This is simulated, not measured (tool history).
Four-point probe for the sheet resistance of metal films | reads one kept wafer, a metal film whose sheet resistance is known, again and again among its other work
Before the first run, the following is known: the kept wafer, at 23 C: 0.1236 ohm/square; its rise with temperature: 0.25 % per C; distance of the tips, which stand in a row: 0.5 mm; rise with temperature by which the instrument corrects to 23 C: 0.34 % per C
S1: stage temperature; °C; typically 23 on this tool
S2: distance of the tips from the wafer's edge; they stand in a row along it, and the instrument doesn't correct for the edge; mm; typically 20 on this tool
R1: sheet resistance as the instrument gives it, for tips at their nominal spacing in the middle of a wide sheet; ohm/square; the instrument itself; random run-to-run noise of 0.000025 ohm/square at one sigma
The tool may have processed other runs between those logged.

| run | hour | S1 | S2 | R1 |
|---|---|---|---|---|
| 1 | 0 | 23 | 20 | 0.125784 |
| 2 | 99.2 | 23 | 10 | 0.125967 |
| 3 | 171.1 | 23 | 20 | 0.125938 |
| 4 | 272.4 | 23 | 5 | 0.126624 |
|  | 279.3 | stage's thermometer calibrated |
| 5 | 344.3 | 23 | 5 | 0.126582 |
| 6 | 434.2 | 27 | 4 | 0.126594 |
| 7 | 505.8 | 27 | 4 | 0.126619 |
| 8 | 601.5 | 27 | 4 | 0.12666 |
| 9 | 650.7 | 32 | 4 | 0.126122 |
| 10 | 702.1 | 27 | 20 | 0.125749 |

3 ways to go on from here, each from the tool as it stands after run 10. What would each give?
|  | 774.2 | stage's thermometer calibrated, once more |
| A | 803.8 | 22 | 62 | ? |
|  | 774.2 | stage's thermometer calibrated, once more |
| B | 803.8 | 23 | 4 | ? |
|  | 774.2 | stage's thermometer calibrated, once more |
| C | 803.8 | 19 | 21 | ? |

| run | R1 |
|---|---|
| A | 0.126311 |
| B | 0.127268 |
| C | 0.126716 |
Without the tool's hidden state the same runs would have given:
| run | R1 |
|---|---|
| A | 0.123729 |
| B | 0.124668 |
| C | 0.124125 |
